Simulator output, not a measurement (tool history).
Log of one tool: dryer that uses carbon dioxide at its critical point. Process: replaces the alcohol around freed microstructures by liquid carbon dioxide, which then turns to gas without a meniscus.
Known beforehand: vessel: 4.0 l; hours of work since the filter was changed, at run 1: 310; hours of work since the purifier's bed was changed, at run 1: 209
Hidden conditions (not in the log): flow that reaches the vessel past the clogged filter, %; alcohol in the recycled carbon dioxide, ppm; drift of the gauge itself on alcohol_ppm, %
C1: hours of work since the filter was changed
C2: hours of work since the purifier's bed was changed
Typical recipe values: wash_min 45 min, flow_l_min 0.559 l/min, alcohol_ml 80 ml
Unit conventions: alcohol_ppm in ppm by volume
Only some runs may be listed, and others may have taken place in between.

Run 1, hour 0.0: usual settings; C1 310; C2 209. Result: alcohol_ppm 372 ppm by volume.
Run 2, hour 20.8: usual settings but wash_min 28 min; C1 317; C2 216. Result: alcohol_ppm 1640 ppm by volume.
Run 3, hour 43.4: usual settings but wash_min 67 min; C1 324; C2 223. Result: alcohol_ppm 80 ppm by volume.
Run 4, hour 57.4: usual settings but wash_min 67 min; C1 329; C2 228. Result: alcohol_ppm 75 ppm by volume.
Run 5, hour 75.0: usual settings but wash_min 67 min; C1 334; C2 233. Result: alcohol_ppm 79 ppm by volume.
Run 6, hour 88.0: usual settings but wash_min 31 min; C1 338; C2 237. Result: alcohol_ppm 1238 ppm by volume.
Run 7, hour 111.3: usual settings; C1 346; C2 245. Result: alcohol_ppm 383 ppm by volume.
Run 8, hour 125.6: usual settings; C1 350; C2 249. Result: alcohol_ppm 376 ppm by volume.
Run 9, hour 139.7: usual settings but wash_min 44 min; C1 355; C2 254. Result: alcohol_ppm 414 ppm by volume.
Run 10, hour 157.2: usual settings but wash_min 44 min; C1 360; C2 259. Result: alcohol_ppm 415 ppm by volume.
Run 11, hour 174.3: usual settings but flow_l_min 0.474 l/min; C1 366; C2 265. Result: alcohol_ppm 674 ppm by volume.
Run 12, hour 184.5: usual settings but flow_l_min 0.474 l/min; C1 369; C2 268. Result: alcohol_ppm 677 ppm by volume.
Run 13, hour 202.0: usual settings but wash_min 42 min, flow_l_min 0.474 l/min; C1 375; C2 274. Result: alcohol_ppm 856 ppm by volume.
Run 14, hour 224.6: usual settings but wash_min 42 min, flow_l_min 0.474 l/min; C1 382; C2 281. Result: alcohol_ppm 861 ppm by volume.
Run 15, hour 248.1: usual settings; C1 389; C2 288. Result: alcohol_ppm 407 ppm by volume.
Run 16, hour 266.6: usual settings; C1 395; C2 294. Result: alcohol_ppm 389 ppm by volume.
Run 17, hour 283.3: usual settings but wash_min 56 min, flow_l_min 0.556 l/min, alcohol_ml 57 ml; C1 400; C2 300. Result: alcohol_ppm 142 ppm by volume.
Run 18, hour 301.7: usual settings but wash_min 30 min, flow_l_min 0.550 l/min, alcohol_ml 78 ml; C1 406; C2 305. Result: alcohol_ppm 1437 ppm by volume.
Run 19, hour 316.7: usual settings but wash_min 30 min, flow_l_min 0.550 l/min, alcohol_ml 78 ml; C1 411; C2 310. Result: alcohol_ppm 1433 ppm by volume.
Run 20, hour 334.1: usual settings but wash_min 30 min, flow_l_min 0.521 l/min, alcohol_ml 28 ml; C1 417; C2 316. Result: alcohol_ppm 612 ppm by volume.
Run 21, hour 347.6: usual settings but wash_min 33 min, flow_l_min 0.762 l/min, alcohol_ml 112 ml; C1 421; C2 320. Result: alcohol_ppm 568 ppm by volume.
Run 22, hour 363.8: usual settings but alcohol_ml 108 ml; C1 426; C2 325. Result: alcohol_ppm 541 ppm by volume.
Run 23, hour 384.4: usual settings but alcohol_ml 39 ml; C1 433; C2 332. Result: alcohol_ppm 229 ppm by volume.
Run 24, hour 395.7: usual settings but wash_min 37 min, alcohol_ml 24 ml; C1 436; C2 335. Result: alcohol_ppm 275 ppm by volume.
Run 25, hour 406.9: usual settings but alcohol_ml 26 ml; C1 440; C2 339. Result: alcohol_ppm 169 ppm by volume.
Run 26, hour 416.6: usual settings but wash_min 55 min, flow_l_min 0.498 l/min; C1 443; C2 342. Result: alcohol_ppm 304 ppm by volume.
Run 27, hour 438.5: usual settings but wash_min 67 min, flow_l_min 0.655 l/min; C1 450; C2 349. Result: alcohol_ppm 72 ppm by volume.
Run 28, hour 457.7: usual settings but wash_min 57 min, flow_l_min 0.408 l/min, alcohol_ml 26 ml; C1 456; C2 355. Result: alcohol_ppm 211 ppm by volume.
Run 29, hour 467.5: usual settings but wash_min 37 min, flow_l_min 0.476 l/min, alcohol_ml 24 ml; C1 459; C2 358. Result: alcohol_ppm 428 ppm by volume.
Run 30, hour 479.7: usual settings but flow_l_min 0.944 l/min, alcohol_ml 66 ml; C1 463; C2 362. Result: alcohol_ppm 69 ppm by volume.
Run 31, hour 495.2: usual settings but wash_min 37 min, flow_l_min 0.458 l/min, alcohol_ml 56 ml; C1 468; C2 367. Result: alcohol_ppm 1018 ppm by volume.
Run 32, hour 504.8: usual settings but wash_min 38 min, flow_l_min 0.458 l/min, alcohol_ml 74 ml; C1 471; C2 370. Result: alcohol_ppm 1212 ppm by volume.

How would selected steps in alcohol_ppm from run to run divide? Give the signed amount a tool lacking its hidden state would still show from settings, what came in and random variation, and the signed amount left for the hidden state, including any gauge scatter that is not in both of the compared results.
Run 1 -> 2: wash_min 45 -> 28. alcohol_ppm +1268 ppm by volume: hidden state +195, all else +1073.
Run 2 -> 3: wash_min 28 -> 67. alcohol_ppm -1560 ppm by volume: hidden state -263, all else -1297.
Run 17 -> 18: wash_min 56 -> 30, flow_l_min 0.556 -> 0.550, alcohol_ml 57 -> 78. alcohol_ppm +1295 ppm by volume: hidden state +274, all else +1021.
Run 30 -> 31: wash_min 45 -> 37, flow_l_min 0.944 -> 0.458, alcohol_ml 66 -> 56. alcohol_ppm +949 ppm by volume: hidden state +237, all else +712.

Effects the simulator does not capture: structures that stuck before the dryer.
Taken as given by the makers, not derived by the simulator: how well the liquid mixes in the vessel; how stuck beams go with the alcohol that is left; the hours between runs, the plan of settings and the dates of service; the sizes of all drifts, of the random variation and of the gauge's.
